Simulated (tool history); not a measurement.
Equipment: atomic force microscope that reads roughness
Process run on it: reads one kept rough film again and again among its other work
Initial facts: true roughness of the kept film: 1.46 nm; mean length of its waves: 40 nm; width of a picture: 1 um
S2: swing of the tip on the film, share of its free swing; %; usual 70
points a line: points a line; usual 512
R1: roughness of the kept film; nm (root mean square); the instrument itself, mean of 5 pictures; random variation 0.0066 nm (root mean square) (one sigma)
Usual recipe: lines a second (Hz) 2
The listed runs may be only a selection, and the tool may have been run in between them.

run 1 hour=0 | lines_a_second_(Hz)=2 S2=70 points_a_line=512 | R1=1.242
run 2 hour=7.5 | lines_a_second_(Hz)=2 S2=70 points_a_line=512 | R1=1.244
run 3 hour=22.1 | lines_a_second_(Hz)=2 S2=70 points_a_line=888 | R1=1.246
run 4 hour=34.3 | lines_a_second_(Hz)=2.66 S2=70 points_a_line=512 | R1=1.219
run 5 hour=45.4 | lines_a_second_(Hz)=2.66 S2=70 points_a_line=512 | R1=1.223
run 6 hour=52.9 | lines_a_second_(Hz)=2 S2=70 points_a_line=512 | R1=1.247
run 7 hour=68.4 | lines_a_second_(Hz)=2 S2=70 points_a_line=512 | R1=1.227
run 8 hour=81.7 | lines_a_second_(Hz)=2 S2=70 points_a_line=512 | R1=1.237
run 9 hour=90.8 | lines_a_second_(Hz)=2 S2=70 points_a_line=451 | R1=1.223
run 10 hour=97.2 | lines_a_second_(Hz)=2 S2=70 points_a_line=723 | R1=1.237
run 11 hour=106.4 | lines_a_second_(Hz)=2 S2=70 points_a_line=512 | R1=1.229
run 12 hour=115.8 | lines_a_second_(Hz)=2 S2=70 points_a_line=512 | R1=1.222
run 13 hour=122.6 | lines_a_second_(Hz)=2 S2=88 points_a_line=512 | R1=1.09
run 14 hour=134.7 | lines_a_second_(Hz)=2 S2=88 points_a_line=512 | R1=1.086
run 15 hour=147.2 | lines_a_second_(Hz)=0.78 S2=70 points_a_line=512 | R1=1.289
run 16 hour=158.1 | lines_a_second_(Hz)=0.78 S2=70 points_a_line=512 | R1=1.285
run 17 hour=169.3 | lines_a_second_(Hz)=0.78 S2=70 points_a_line=512 | R1=1.271
run 18 hour=182.5 | lines_a_second_(Hz)=0.78 S2=70 points_a_line=512 | R1=1.272
run 19 hour=192.8 | lines_a_second_(Hz)=0.78 S2=70 points_a_line=512 | R1=1.27
run 20 hour=203.8 | lines_a_second_(Hz)=2 S2=70 points_a_line=507 | R1=1.204
run 21 hour=214.8 | lines_a_second_(Hz)=2 S2=70 points_a_line=507 | R1=1.207
-- hour=218.4 new tip fitted
run 22 hour=223 | lines_a_second_(Hz)=2 S2=70 points_a_line=512 | R1=1.302
run 23 hour=229.4 | lines_a_second_(Hz)=2 S2=70 points_a_line=512 | R1=1.296
run 24 hour=243.5 | lines_a_second_(Hz)=2 S2=70 points_a_line=512 | R1=1.299
run 25 hour=257.5 | lines_a_second_(Hz)=2 S2=70 points_a_line=512 | R1=1.288
run 26 hour=272.8 | lines_a_second_(Hz)=1.73 S2=88 points_a_line=280 | R1=1.179
run 27 hour=279.8 | lines_a_second_(Hz)=1.73 S2=89 points_a_line=464 | R1=1.162
run 28 hour=295.4 | lines_a_second_(Hz)=3.42 S2=65 points_a_line=291 | R1=1.252
-- hour=297.2 height scale calibrated on a step standard
run 29 hour=307.7 | lines_a_second_(Hz)=0.93 S2=83 points_a_line=395 | R1=1.298
run 30 hour=319.9 | lines_a_second_(Hz)=1.96 S2=88 points_a_line=831 | R1=1.147
run 31 hour=327.9 | lines_a_second_(Hz)=1.96 S2=61 points_a_line=435 | R1=1.321
run 32 hour=341.4 | lines_a_second_(Hz)=0.71 S2=70 points_a_line=512 | R1=1.344
run 33 hour=352.8 | lines_a_second_(Hz)=0.71 S2=70 points_a_line=512 | R1=1.343
run 34 hour=364.3 | lines_a_second_(Hz)=1.05 S2=70 points_a_line=899 | R1=1.32
run 35 hour=376.7 | lines_a_second_(Hz)=1.05 S2=70 points_a_line=899 | R1=1.313
-- hour=383.7 height scale calibrated on a step standard, once more
run 36 hour=387 | lines_a_second_(Hz)=1.9 S2=86 points_a_line=628 | R1=1.148
run 37 hour=401.2 | lines_a_second_(Hz)=1.9 S2=86 points_a_line=628 | R1=1.132
run 38 hour=416.3 | lines_a_second_(Hz)=3.77 S2=80 points_a_line=512 | R1=1.049
run 39 hour=426.8 | lines_a_second_(Hz)=1.26 S2=67 points_a_line=472 | R1=1.305
run 40 hour=437.8 | lines_a_second_(Hz)=1.26 S2=67 points_a_line=472 | R1=1.294
run 41 hour=451.4 | lines_a_second_(Hz)=0.71 S2=66 points_a_line=916 | R1=1.328
run 42 hour=463.3 | lines_a_second_(Hz)=0.71 S2=85 points_a_line=916 | R1=1.26
run 43 hour=475.6 | lines_a_second_(Hz)=0.71 S2=85 points_a_line=916 | R1=1.248
run 44 hour=490.6 | lines_a_second_(Hz)=0.94 S2=63 points_a_line=512 | R1=1.298
run 45 hour=504.7 | lines_a_second_(Hz)=0.94 S2=63 points_a_line=512 | R1=1.304
run 46 hour=520.2 | lines_a_second_(Hz)=2 S2=60 points_a_line=512 | R1=1.272
run 47 hour=532.9 | lines_a_second_(Hz)=2 S2=60 points_a_line=512 | R1=1.271
run 48 hour=544.2 | lines_a_second_(Hz)=3.37 S2=59 points_a_line=512 | R1=1.23
run 49 hour=559.9 | lines_a_second_(Hz)=1.47 S2=70 points_a_line=267 | R1=1.23

Below are 5 alternative next runs, each starting from the tool's condition after run 49. Predict each:
run A hour=568 | lines_a_second_(Hz)=2.68 S2=56 points_a_line=640 | R1=?
run B hour=568 | lines_a_second_(Hz)=2 S2=63 points_a_line=512 | R1=?
run C hour=568 | lines_a_second_(Hz)=0.79 S2=87 points_a_line=512 | R1=?
run D hour=568 | lines_a_second_(Hz)=0.73 S2=78 points_a_line=396 | R1=?
run E hour=568 | lines_a_second_(Hz)=2.76 S2=73 points_a_line=700 | R1=?

run=A R1=1.265
run=B R1=1.248
run=C R1=1.23
run=D R1=1.245
run=E R1=1.152
The same runs, with their run-to-run variation unchanged, on a tool lacking any hidden condition would have given:
run=A R1=1.357
run=B R1=1.339
run=C R1=1.319
run=D R1=1.336
run=E R1=1.236
